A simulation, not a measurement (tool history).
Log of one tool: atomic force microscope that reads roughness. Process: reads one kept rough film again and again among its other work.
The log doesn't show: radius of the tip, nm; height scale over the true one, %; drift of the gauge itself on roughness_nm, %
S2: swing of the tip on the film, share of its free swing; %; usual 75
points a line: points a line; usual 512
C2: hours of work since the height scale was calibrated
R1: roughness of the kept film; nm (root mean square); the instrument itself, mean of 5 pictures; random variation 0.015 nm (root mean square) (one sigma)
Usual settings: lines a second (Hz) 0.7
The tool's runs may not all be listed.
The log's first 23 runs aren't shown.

{"day": 16.096, "done": "height scale calibrated on a step standard"}
{"run": 24, "day": 16.55, "lines a second (Hz)": 0.6, "S2": 61, "points a line": 512, "pictures with this tip": 114, "C2": 7, "R1": 2.407}
{"run": 25, "day": 17.233, "lines a second (Hz)": 2.948, "S2": 61, "points a line": 556, "pictures with this tip": 148, "C2": 18, "R1": 2.091}
{"run": 26, "day": 17.771, "lines a second (Hz)": 2.948, "S2": 87, "points a line": 556, "pictures with this tip": 175, "C2": 26, "R1": 1.639}
{"day": 18.55, "done": "height scale calibrated on a step standard, once more"}
{"run": 27, "day": 18.688, "lines a second (Hz)": 0.7, "S2": 63, "points a line": 786, "pictures with this tip": 219, "C2": 2, "R1": 1.823}
{"run": 28, "day": 19.533, "lines a second (Hz)": 0.7, "S2": 57, "points a line": 511, "pictures with this tip": 261, "C2": 15, "R1": 1.646}
{"run": 29, "day": 20.079, "lines a second (Hz)": 3.552, "S2": 75, "points a line": 894, "pictures with this tip": 289, "C2": 24, "R1": 1.361}
{"day": 20.675, "done": "new tip fitted"}
{"run": 30, "day": 20.95, "lines a second (Hz)": 2.389, "S2": 57, "points a line": 813, "pictures with this tip": 14, "C2": 37, "R1": 3.308}
{"run": 31, "day": 21.538, "lines a second (Hz)": 1.928, "S2": 75, "points a line": 586, "pictures with this tip": 44, "C2": 47, "R1": 2.821}
{"run": 32, "day": 22.196, "lines a second (Hz)": 1.928, "S2": 75, "points a line": 440, "pictures with this tip": 77, "C2": 57, "R1": 2.509}
{"run": 33, "day": 22.938, "lines a second (Hz)": 1.671, "S2": 83, "points a line": 440, "pictures with this tip": 114, "C2": 68, "R1": 2.146}
{"run": 34, "day": 23.596, "lines a second (Hz)": 2.375, "S2": 75, "points a line": 512, "pictures with this tip": 147, "C2": 79, "R1": 1.959}
{"run": 35, "day": 24.65, "lines a second (Hz)": 0.625, "S2": 74, "points a line": 399, "pictures with this tip": 199, "C2": 95, "R1": 1.84}

Forecast each of these 5 alternatives for the next run:
{"run": "A", "day": 25.212, "lines a second (Hz)": 0.7, "S2": 88, "points a line": 512, "pictures with this tip": 228, "C2": 104, "R1": "?"}
{"run": "B", "day": 25.212, "lines a second (Hz)": 0.559, "S2": 72, "points a line": 782, "pictures with this tip": 228, "C2": 104, "R1": "?"}
{"run": "C", "day": 25.212, "lines a second (Hz)": 0.7, "S2": 75, "points a line": 679, "pictures with this tip": 228, "C2": 104, "R1": "?"}
{"run": "D", "day": 25.212, "lines a second (Hz)": 0.516, "S2": 74, "points a line": 280, "pictures with this tip": 228, "C2": 104, "R1": "?"}
{"run": "E", "day": 25.212, "lines a second (Hz)": 0.866, "S2": 75, "points a line": 915, "pictures with this tip": 228, "C2": 104, "R1": "?"}

run=A R1=1.676
run=B R1=1.75
run=C R1=1.73
run=D R1=1.707
run=E R1=1.733
Without the tool's hidden state the same runs would have given:
run=A R1=3.509
run=B R1=3.658
run=C R1=3.61
run=D R1=3.562
run=E R1=3.616

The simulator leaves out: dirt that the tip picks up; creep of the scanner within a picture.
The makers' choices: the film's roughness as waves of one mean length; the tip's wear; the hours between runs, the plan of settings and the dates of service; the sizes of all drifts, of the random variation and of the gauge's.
